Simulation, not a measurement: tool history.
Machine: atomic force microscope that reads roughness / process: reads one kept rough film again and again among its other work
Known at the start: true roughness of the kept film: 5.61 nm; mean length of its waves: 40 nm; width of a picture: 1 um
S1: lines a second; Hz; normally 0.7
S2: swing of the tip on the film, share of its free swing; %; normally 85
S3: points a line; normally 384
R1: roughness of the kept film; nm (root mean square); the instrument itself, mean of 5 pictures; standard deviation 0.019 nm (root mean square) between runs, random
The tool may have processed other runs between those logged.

{"run": 1, "hour": 0.0, "S1": 0.7, "S2": 85, "S3": 384, "R1": 3.405}
{"hour": 33.1, "done": "new tip fitted"}
{"run": 2, "hour": 60.6, "S1": 0.556, "S2": 85, "S3": 384, "R1": 4.564}
{"run": 3, "hour": 95.5, "S1": 0.7, "S2": 85, "S3": 384, "R1": 4.254}
{"run": 4, "hour": 134.5, "S1": 0.7, "S2": 85, "S3": 384, "R1": 3.992}
{"run": 5, "hour": 177.2, "S1": 0.7, "S2": 85, "S3": 844, "R1": 3.741}
{"run": 6, "hour": 217.3, "S1": 0.7, "S2": 85, "S3": 384, "R1": 3.543}
{"run": 7, "hour": 273.1, "S1": 0.7, "S2": 85, "S3": 384, "R1": 3.314}
{"hour": 291.4, "done": "new tip fitted"}
{"run": 8, "hour": 344.7, "S1": 0.7, "S2": 85, "S3": 384, "R1": 4.356}
{"run": 9, "hour": 404.2, "S1": 0.7, "S2": 85, "S3": 384, "R1": 3.967}
{"run": 10, "hour": 460.9, "S1": 0.7, "S2": 61, "S3": 384, "R1": 3.718}
{"run": 11, "hour": 493.7, "S1": 0.7, "S2": 61, "S3": 384, "R1": 3.582}
{"run": 12, "hour": 538.6, "S1": 0.7, "S2": 85, "S3": 431, "R1": 3.312}
{"hour": 547.8, "done": "new tip fitted"}
{"run": 13, "hour": 594.6, "S1": 0.7, "S2": 85, "S3": 431, "R1": 4.391}
{"run": 14, "hour": 647.9, "S1": 0.7, "S2": 85, "S3": 431, "R1": 4.054}
{"run": 15, "hour": 706.4, "S1": 0.7, "S2": 85, "S3": 384, "R1": 3.704}
{"run": 16, "hour": 758.9, "S1": 0.7, "S2": 85, "S3": 384, "R1": 3.433}
{"hour": 803.6, "done": "new tip fitted"}
{"run": 17, "hour": 832.5, "S1": 0.7, "S2": 85, "S3": 384, "R1": 4.551}
{"hour": 844.2, "done": "height scale calibrated on a step standard"}
{"run": 18, "hour": 878.7, "S1": 0.7, "S2": 85, "S3": 384, "R1": 4.126}
{"run": 19, "hour": 921.2, "S1": 0.624, "S2": 70, "S3": 762, "R1": 3.93}
{"run": 20, "hour": 951.1, "S1": 2.672, "S2": 63, "S3": 782, "R1": 3.689}
{"run": 21, "hour": 1017.5, "S1": 0.7, "S2": 81, "S3": 655, "R1": 3.384}
{"hour": 1060.5, "done": "new tip fitted"}
{"run": 22, "hour": 1087.2, "S1": 1.72, "S2": 77, "S3": 269, "R1": 4.403}
{"run": 23, "hour": 1139.1, "S1": 0.7, "S2": 57, "S3": 370, "R1": 4.273}
{"run": 24, "hour": 1172.5, "S1": 0.7, "S2": 57, "S3": 370, "R1": 4.043}
{"run": 25, "hour": 1218.2, "S1": 1.174, "S2": 60, "S3": 384, "R1": 3.786}
{"run": 26, "hour": 1275.2, "S1": 1.174, "S2": 60, "S3": 384, "R1": 3.417}
{"hour": 1316.4, "done": "new tip fitted"}
{"run": 27, "hour": 1329.8, "S1": 1.565, "S2": 85, "S3": 505, "R1": 4.448}
{"run": 28, "hour": 1366.4, "S1": 1.565, "S2": 85, "S3": 505, "R1": 4.168}
{"run": 29, "hour": 1421.4, "S1": 1.412, "S2": 68, "S3": 384, "R1": 4.019}
{"run": 30, "hour": 1491.6, "S1": 2.135, "S2": 85, "S3": 310, "R1": 3.333}
{"run": 31, "hour": 1560.5, "S1": 1.792, "S2": 68, "S3": 567, "R1": 3.267}
{"hour": 1571.6, "done": "new tip fitted"}
{"run": 32, "hour": 1603.5, "S1": 0.992, "S2": 62, "S3": 685, "R1": 4.528}
{"run": 33, "hour": 1673.7, "S1": 0.992, "S2": 62, "S3": 685, "R1": 4.003}
{"run": 34, "hour": 1716.3, "S1": 0.992, "S2": 62, "S3": 421, "R1": 3.783}
{"run": 35, "hour": 1781.5, "S1": 0.992, "S2": 62, "S3": 421, "R1": 3.431}
{"hour": 1826.2, "done": "new tip fitted"}
{"run": 36, "hour": 1833.0, "S1": 0.7, "S2": 56, "S3": 384, "R1": 4.842}

Here are 4 independent what-if runs from the current tool condition. What would each one return?
{"run": "A", "hour": 1899.9, "S1": 0.7, "S2": 85, "S3": 551, "R1": "?"}
{"run": "B", "hour": 1899.9, "S1": 1.628, "S2": 79, "S3": 487, "R1": "?"}
{"run": "C", "hour": 1899.9, "S1": 0.62, "S2": 56, "S3": 863, "R1": "?"}
{"run": "D", "hour": 1899.9, "S1": 1.496, "S2": 66, "S3": 384, "R1": "?"}

run=A R1=4.192
run=B R1=4.085
run=C R1=4.307
run=D R1=4.228
What these runs would have given with no unlogged condition in the tool:
run=A R1=4.734
run=B R1=4.613
run=C R1=4.864
run=D R1=4.775

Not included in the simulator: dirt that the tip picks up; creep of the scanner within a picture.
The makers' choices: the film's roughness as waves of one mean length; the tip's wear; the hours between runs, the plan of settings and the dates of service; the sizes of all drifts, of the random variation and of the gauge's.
